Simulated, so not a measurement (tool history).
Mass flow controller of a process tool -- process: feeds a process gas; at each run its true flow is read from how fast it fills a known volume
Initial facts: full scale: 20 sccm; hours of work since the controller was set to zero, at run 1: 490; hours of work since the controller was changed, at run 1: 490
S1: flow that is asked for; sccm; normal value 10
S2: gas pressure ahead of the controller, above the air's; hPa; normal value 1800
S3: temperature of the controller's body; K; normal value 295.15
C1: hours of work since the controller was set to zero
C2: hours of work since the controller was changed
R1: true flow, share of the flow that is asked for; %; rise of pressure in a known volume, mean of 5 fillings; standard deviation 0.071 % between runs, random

{"run": 1, "day": 0.0, "S1": 10, "S2": 1800, "S3": 295.15, "C1": 490, "C2": 490, "R1": 99.27}
{"run": 2, "day": 3.183, "S1": 10, "S2": 1800, "S3": 295.15, "C1": 546, "C2": 546, "R1": 99.38}
{"run": 3, "day": 5.667, "S1": 10, "S2": 1800, "S3": 295.15, "C1": 590, "C2": 590, "R1": 99.34}
{"run": 4, "day": 7.567, "S1": 10, "S2": 1800, "S3": 295.15, "C1": 624, "C2": 624, "R1": 99.31}
{"run": 5, "day": 10.671, "S1": 10, "S2": 1800, "S3": 295.15, "C1": 679, "C2": 679, "R1": 99.28}
{"run": 6, "day": 12.908, "S1": 10, "S2": 1800, "S3": 295.15, "C1": 719, "C2": 719, "R1": 99.31}
{"run": 7, "day": 16.05, "S1": 10, "S2": 1800, "S3": 295.15, "C1": 774, "C2": 774, "R1": 99.36}
{"run": 8, "day": 18.988, "S1": 10, "S2": 1800, "S3": 295.15, "C1": 827, "C2": 827, "R1": 99.32}
{"run": 9, "day": 21.017, "S1": 5, "S2": 1800, "S3": 306.15, "C1": 863, "C2": 863, "R1": 98.16}
{"run": 10, "day": 23.683, "S1": 3, "S2": 2640, "S3": 296.15, "C1": 910, "C2": 910, "R1": 97.99}
{"run": 11, "day": 26.412, "S1": 4, "S2": 2640, "S3": 296.15, "C1": 958, "C2": 958, "R1": 98.42}
{"run": 12, "day": 28.408, "S1": 2, "S2": 2640, "S3": 296.15, "C1": 994, "C2": 994, "R1": 97.22}
{"run": 13, "day": 31.033, "S1": 2, "S2": 2640, "S3": 296.15, "C1": 1040, "C2": 1040, "R1": 97.26}
{"run": 14, "day": 32.504, "S1": 5, "S2": 1680, "S3": 306.15, "C1": 1066, "C2": 1066, "R1": 98.1}

Branching from run 14: 5 alternative next runs. What would each branch give?
{"run": "A", "day": 34.438, "S1": 5, "S2": 1630, "S3": 306.15, "C1": 1101, "C2": 1101, "R1": "?"}
{"run": "B", "day": 34.438, "S1": 13, "S2": 1510, "S3": 294.15, "C1": 1101, "C2": 1101, "R1": "?"}
{"run": "C", "day": 34.438, "S1": 5, "S2": 2490, "S3": 305.15, "C1": 1101, "C2": 1101, "R1": "?"}
{"run": "D", "day": 34.438, "S1": 4, "S2": 1680, "S3": 296.15, "C1": 1101, "C2": 1101, "R1": "?"}
{"run": "E", "day": 34.438, "S1": 3, "S2": 1680, "S3": 301.15, "C1": 1101, "C2": 1101, "R1": "?"}

run=A R1=98.19
run=B R1=99.73
run=C R1=98.19
run=D R1=98.34
run=E R1=97.81
Without the tool's hidden state the same runs would have given:
run=A R1=98.71
run=B R1=99.77
run=C R1=98.71
run=D R1=99.05
run=E R1=98.83
